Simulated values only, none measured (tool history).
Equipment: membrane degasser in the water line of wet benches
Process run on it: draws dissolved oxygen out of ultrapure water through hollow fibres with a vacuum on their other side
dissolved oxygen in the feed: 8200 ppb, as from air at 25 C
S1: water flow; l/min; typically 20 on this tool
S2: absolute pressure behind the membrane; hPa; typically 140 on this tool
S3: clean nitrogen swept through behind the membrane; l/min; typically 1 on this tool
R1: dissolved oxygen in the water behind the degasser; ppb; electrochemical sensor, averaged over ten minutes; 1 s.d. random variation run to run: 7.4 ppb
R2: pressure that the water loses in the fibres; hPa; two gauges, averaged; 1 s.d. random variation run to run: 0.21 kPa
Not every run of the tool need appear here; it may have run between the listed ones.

| run | day | S1 | S2 | S3 | R1 | R2 |
|---|---|---|---|---|---|---|
| 1 | 0 | 20 | 140 | 1 | 749.3 | 480.8 |
| 2 | 6.008 | 20 | 140 | 1 | 758.2 | 480.7 |
| 3 | 11.254 | 20 | 140 | 1 | 753.8 | 485.9 |
| 4 | 17.225 | 20 | 140 | 1 | 758.9 | 481.3 |
| 5 | 20.858 | 23 | 140 | 1 | 892.6 | 558.5 |
| 6 | 27.454 | 20 | 140 | 1.77 | 583.9 | 483.3 |
| 7 | 32.983 | 20 | 140 | 1.77 | 584.3 | 482.3 |
| 8 | 37.471 | 20 | 287 | 1 | 1283.2 | 485.8 |
| 9 | 42.892 | 20 | 287 | 1 | 1290.7 | 485.9 |
| 10 | 46.546 | 31 | 140 | 1 | 1300.3 | 753 |
| 11 | 49.654 | 20 | 148 | 1 | 794.3 | 482.2 |
| 12 | 55.671 | 20 | 148 | 1 | 797.7 | 487.5 |
| 13 | 60.954 | 20 | 148 | 1 | 806.1 | 485.5 |
| 14 | 67.154 | 20 | 148 | 1 | 784.5 | 487 |
|  | 69.829 | vacuum gauge calibrated |
| 15 | 73.521 | 20 | 140 | 1 | 779.5 | 487.1 |
| 16 | 76.692 | 20 | 140 | 1 | 774 | 489.5 |
|  | 80.071 | seals of the vacuum lines changed |
| 17 | 82.792 | 20 | 140 | 1 | 765.5 | 484.8 |
| 18 | 88.679 | 20 | 140 | 1 | 764.3 | 490.2 |
| 19 | 96.371 | 21 | 125 | 1.99 | 580.8 | 509.5 |
| 20 | 103.117 | 17 | 140 | 1 | 618.7 | 416.9 |
|  | 104.392 | vacuum gauge calibrated, once more |
| 21 | 109.388 | 20 | 262 | 1 | 1191.4 | 491.8 |
| 22 | 115.667 | 27 | 343 | 0.88 | 2074 | 662.9 |
| 23 | 120.171 | 27 | 343 | 0.88 | 2066.4 | 662.4 |
| 24 | 126.692 | 20 | 160 | 0.55 | 1144.9 | 496 |
| 25 | 132.612 | 17 | 268 | 0.64 | 1375 | 420.5 |

Run 26, settings as shown, results not yet in. Your forecast:
| 26 | 138.212 | 17 | 268 | 0.64 | ? | ? |

{"run 26": {"R1": 1367.5, "R2": 417.1}}
Had the tool carried no hidden state, the very same run would have given R1 1340.5 ppb, R2 403.6 hPa.

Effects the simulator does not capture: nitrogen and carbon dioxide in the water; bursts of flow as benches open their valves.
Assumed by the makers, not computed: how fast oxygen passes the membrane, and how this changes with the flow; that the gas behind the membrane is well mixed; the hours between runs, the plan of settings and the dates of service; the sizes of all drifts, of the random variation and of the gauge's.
